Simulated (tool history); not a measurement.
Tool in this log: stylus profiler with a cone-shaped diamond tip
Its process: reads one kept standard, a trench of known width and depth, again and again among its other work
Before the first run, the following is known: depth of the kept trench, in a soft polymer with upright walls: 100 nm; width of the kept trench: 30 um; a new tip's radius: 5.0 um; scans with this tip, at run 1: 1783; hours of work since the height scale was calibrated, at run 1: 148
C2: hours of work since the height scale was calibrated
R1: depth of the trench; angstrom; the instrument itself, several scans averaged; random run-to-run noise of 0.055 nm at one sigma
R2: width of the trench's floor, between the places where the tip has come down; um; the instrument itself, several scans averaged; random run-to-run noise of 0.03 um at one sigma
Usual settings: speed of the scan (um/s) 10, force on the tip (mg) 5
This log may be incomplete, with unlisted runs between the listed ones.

Run 1, day 0: usual settings; scans with this tip 1783; C2 148. Result: R1 1025.3 angstrom, R2 27.9 um.
Run 2, day 0.925: usual settings but force on the tip (mg) 12.87; scans with this tip 1896; C2 157. Result: R1 1048.1 angstrom, R2 27.88 um.
Run 3, day 2.925: usual settings but force on the tip (mg) 12.87; scans with this tip 2139; C2 177. Result: R1 1048.4 angstrom, R2 27.84 um.
Run 4, day 4.804: usual settings but force on the tip (mg) 12.87; scans with this tip 2367; C2 196. Result: R1 1048.4 angstrom, R2 27.85 um.
Run 5, day 5.692: usual settings but force on the tip (mg) 12.87; scans with this tip 2475; C2 205. Result: R1 1048.8 angstrom, R2 27.83 um.
Run 6, day 6.775: usual settings but force on the tip (mg) 12.87; scans with this tip 2606; C2 216. Result: R1 1048 angstrom, R2 27.89 um.
Run 7, day 7.725: usual settings; scans with this tip 2722; C2 226. Result: R1 1026 angstrom, R2 27.8 um.
Run 8, day 9.779: usual settings; scans with this tip 2972; C2 246. Result: R1 1025.2 angstrom, R2 27.79 um.
Run 9, day 11.188: usual settings; scans with this tip 3143; C2 261. Result: R1 1024.4 angstrom, R2 27.79 um.
Run 10, day 12.229: usual settings; scans with this tip 3269; C2 271. Result: R1 1023.9 angstrom, R2 27.78 um.
Run 11, day 13.404: usual settings; scans with this tip 3412; C2 283. Result: R1 1024 angstrom, R2 27.76 um.
Run 12, day 15.308: usual settings; scans with this tip 3643; C2 302. Result: R1 1024.8 angstrom, R2 27.75 um.
Run 13, day 16.204: usual settings but speed of the scan (um/s) 3; scans with this tip 3752; C2 311. Result: R1 1025 angstrom, R2 27.78 um.
Run 14, day 17.938: usual settings but speed of the scan (um/s) 3; scans with this tip 3963; C2 329. Result: R1 1024.6 angstrom, R2 27.74 um.
Run 15, day 19.896: usual settings but speed of the scan (um/s) 3; scans with this tip 4201; C2 348. Result: R1 1024.8 angstrom, R2 27.7 um.
Run 16, day 21.279: usual settings but speed of the scan (um/s) 3; scans with this tip 4369; C2 362. Result: R1 1025.3 angstrom, R2 27.7 um.
Run 17, day 22.812: usual settings but speed of the scan (um/s) 3; scans with this tip 4555; C2 378. Result: R1 1024.3 angstrom, R2 27.68 um.
Run 18, day 23.812: usual settings; scans with this tip 4676; C2 388. Result: R1 1024.4 angstrom, R2 27.67 um.
Run 19, day 24.858: usual settings; scans with this tip 4803; C2 398. Result: R1 1025.2 angstrom, R2 27.69 um.
Run 20, day 26.117: usual settings; scans with this tip 4956; C2 411. Result: R1 1024.8 angstrom, R2 27.69 um.
Run 21, day 27.104: usual settings but force on the tip (mg) 11.62; scans with this tip 5076; C2 421. Result: R1 1043.5 angstrom, R2 27.64 um.
Run 22, day 29.062: usual settings but force on the tip (mg) 3.83; scans with this tip 5314; C2 441. Result: R1 1020.7 angstrom, R2 27.59 um.
Run 23, day 30.512: usual settings; scans with this tip 5491; C2 455. Result: R1 1024 angstrom, R2 27.63 um.
Run 24, day 32.642: usual settings; scans with this tip 5749; C2 477. Result: R1 1025 angstrom, R2 27.63 um.
Run 25, day 33.912: usual settings; scans with this tip 5904; C2 490. Result: R1 1024.2 angstrom, R2 27.53 um.
Run 26, day 34.817: usual settings but speed of the scan (um/s) 8, force on the tip (mg) 2.52; scans with this tip 6014; C2 499. Result: R1 1013.8 angstrom, R2 27.58 um.
Run 27, day 36.296: usual settings but speed of the scan (um/s) 8, force on the tip (mg) 2.52; scans with this tip 6193; C2 514. Result: R1 1015.1 angstrom, R2 27.56 um.
Run 28, day 38.012: usual settings but speed of the scan (um/s) 8, force on the tip (mg) 7.88; scans with this tip 6402; C2 531. Result: R1 1034.1 angstrom, R2 27.56 um.
Run 29, day 39.55: usual settings but speed of the scan (um/s) 12, force on the tip (mg) 3.83; scans with this tip 6589; C2 546. Result: R1 1019.2 angstrom, R2 27.46 um.
Run 30, day 40.892: usual settings but speed of the scan (um/s) 12, force on the tip (mg) 3.83; scans with this tip 6752; C2 560. Result: R1 1018.8 angstrom, R2 27.49 um.
Run 31, day 43.088: usual settings but speed of the scan (um/s) 12, force on the tip (mg) 3.83; scans with this tip 7018; C2 582. Result: R1 1018.6 angstrom, R2 27.49 um.
Run 32, day 45.112: usual settings but speed of the scan (um/s) 7, force on the tip (mg) 9.56; scans with this tip 7264; C2 602. Result: R1 1037.8 angstrom, R2 27.54 um.
Run 33, day 46.042: usual settings but speed of the scan (um/s) 9, force on the tip (mg) 2.41; scans with this tip 7378; C2 612. Result: R1 1014 angstrom, R2 27.49 um.
Run 34, day 47.962: usual settings but speed of the scan (um/s) 12, force on the tip (mg) 10.34; scans with this tip 7611; C2 631. Result: R1 1040.7 angstrom, R2 27.46 um.
Run 35, day 49.483: usual settings but force on the tip (mg) 2.57; scans with this tip 7795; C2 647. Result: R1 1014.8 angstrom, R2 27.41 um.
Run 36, day 51.35: usual settings but speed of the scan (um/s) 8, force on the tip (mg) 1.9; scans with this tip 8022; C2 665. Result: R1 1010.2 angstrom, R2 27.41 um.
Run 37, day 53.021: usual settings but speed of the scan (um/s) 8, force on the tip (mg) 1.82; scans with this tip 8225; C2 682. Result: R1 1011.6 angstrom, R2 27.44 um.
Run 38, day 54.354: usual settings but speed of the scan (um/s) 8, force on the tip (mg) 6.28; scans with this tip 8387; C2 696. Result: R1 1027.5 angstrom, R2 27.38 um.
Run 39, day 56.508: usual settings but speed of the scan (um/s) 30, force on the tip (mg) 6.28; scans with this tip 8649; C2 717. Result: R1 1027.1 angstrom, R2 27.32 um.
Run 40, day 57.662: usual settings but speed of the scan (um/s) 30, force on the tip (mg) 6.28; scans with this tip 8789; C2 729. Result: R1 1027.7 angstrom, R2 27.29 um.
Run 41, day 59.229: usual settings but speed of the scan (um/s) 6; scans with this tip 8980; C2 745. Result: R1 1023.8 angstrom, R2 27.41 um.
Run 42, day 61.058: usual settings but speed of the scan (um/s) 6; scans with this tip 9202; C2 763. Result: R1 1023.7 angstrom, R2 27.39 um.
Run 43, day 63.15: usual settings but speed of the scan (um/s) 22; scans with this tip 9456; C2 784. Result: R1 1024 angstrom, R2 27.3 um.
Run 44, day 65.212: usual settings but speed of the scan (um/s) 22, force on the tip (mg) 3.05; scans with this tip 9707; C2 805. Result: R1 1014.5 angstrom, R2 27.23 um.
Run 45, day 66.958: usual settings but speed of the scan (um/s) 22, force on the tip (mg) 3.05; scans with this tip 9918; C2 823. Result: R1 1015.2 angstrom, R2 27.24 um.

For some of the steps in R1 from one run to the next: how much would appear even if the tool had no hidden state, given the settings, what came in and random variation, and how much remains for the hidden state plus any gauge scatter that the measured result and the result without hidden state don't share?
The hidden state here: radius of the tip, um; height scale over the true one, %; drift of the gauge itself on depth_nm, %; drift of the gauge itself on floor_um, %.
Run 22 -> 23: force on the tip (mg) 3.83 -> 5. R1 +3.3 angstrom: hidden state -0.2, all else +3.5.
Run 32 -> 33: speed of the scan (um/s) 7 -> 9, force on the tip (mg) 9.56 -> 2.41. R1 -23.8 angstrom: hidden state -0.1, all else -23.7.
Run 33 -> 34: speed of the scan (um/s) 9 -> 12, force on the tip (mg) 2.41 -> 10.34. R1 +26.7 angstrom: hidden state -0.1, all else +26.8.
Run 34 -> 35: speed of the scan (um/s) 12 -> 10, force on the tip (mg) 10.34 -> 2.57. R1 -25.9 angstrom: hidden state +0.1, all else -26.
Run 35 -> 36: speed of the scan (um/s) 10 -> 8, force on the tip (mg) 2.57 -> 1.9. R1 -4.6 angstrom: hidden state -0.2, all else -4.4.
Run 43 -> 44: force on the tip (mg) 5 -> 3.05. R1 -9.5 angstrom: hidden state -0.2, all else -9.3.
